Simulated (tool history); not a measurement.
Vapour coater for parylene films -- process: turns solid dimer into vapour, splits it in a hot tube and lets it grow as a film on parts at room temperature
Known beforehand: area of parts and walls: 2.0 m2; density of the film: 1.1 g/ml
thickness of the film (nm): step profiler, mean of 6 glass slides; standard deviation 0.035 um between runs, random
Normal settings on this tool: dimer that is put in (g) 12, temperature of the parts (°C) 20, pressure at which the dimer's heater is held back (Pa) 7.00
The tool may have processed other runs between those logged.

run	hour	dimer that is put in (g)	temperature of the parts (°C)	pressure at which the dimer's heater is held back (Pa)	thickness of the film (nm)
1	0.0	12	20	7.00	3220
2	29.4	12	20	7.00	3240
3	43.5	12	20	7.00	3180
4	63.5	12	20	7.00	3150
5	77.1	12	20	2.10	3620
6	102.7	12	20	2.10	3660
7	121.4	12	20	2.10	3610
8	143.4	12	20	2.14	3580
9	169.3	12	20	8.83	3100
10	194.2	12	20	8.83	3120
11	227.4	12	20	8.83	3070
12	248.6	12	20	8.83	3040
13	269.8	12	20	5.90	3220
14	296.3	12	20	5.90	3200
15	323.3	12	20	5.90	3150
# hour 330.1: trap's valve overhauled
16	352.5	8	27	5.90	1430
17	370.0	8	27	5.90	1430
18	392.9	8	27	5.90	1410
19	410.3	8	15	2.71	2700
20	425.2	8	15	2.71	2700
21	442.1	8	15	2.04	2820
22	473.7	8	15	8.60	2380
# hour 480.2: trap's valve overhauled, once more
23	496.2	8	15	8.60	3000
24	524.8	13	22	11.73	3320
25	538.4	13	22	11.73	3300
26	564.6	13	28	11.73	2420
27	583.2	13	20	2.45	4330
28	598.8	12	19	2.60	4100

Here are 5 independent what-if runs from the current tool condition. What would each one return?
A	620.1	8	28	2.20	?
B	620.1	12	28	2.60	?
C	620.1	16	20	7.00	?
D	620.1	21	19	2.47	?
E	620.1	12	19	3.07	?

run	thickness of the film (nm)
A	1770
B	2660
C	4730
D	7330
E	3990
What these runs would have given with no unlogged condition in the tool:
run	thickness of the film (nm)
A	1790
B	2680
C	4760
D	7390
E	4020
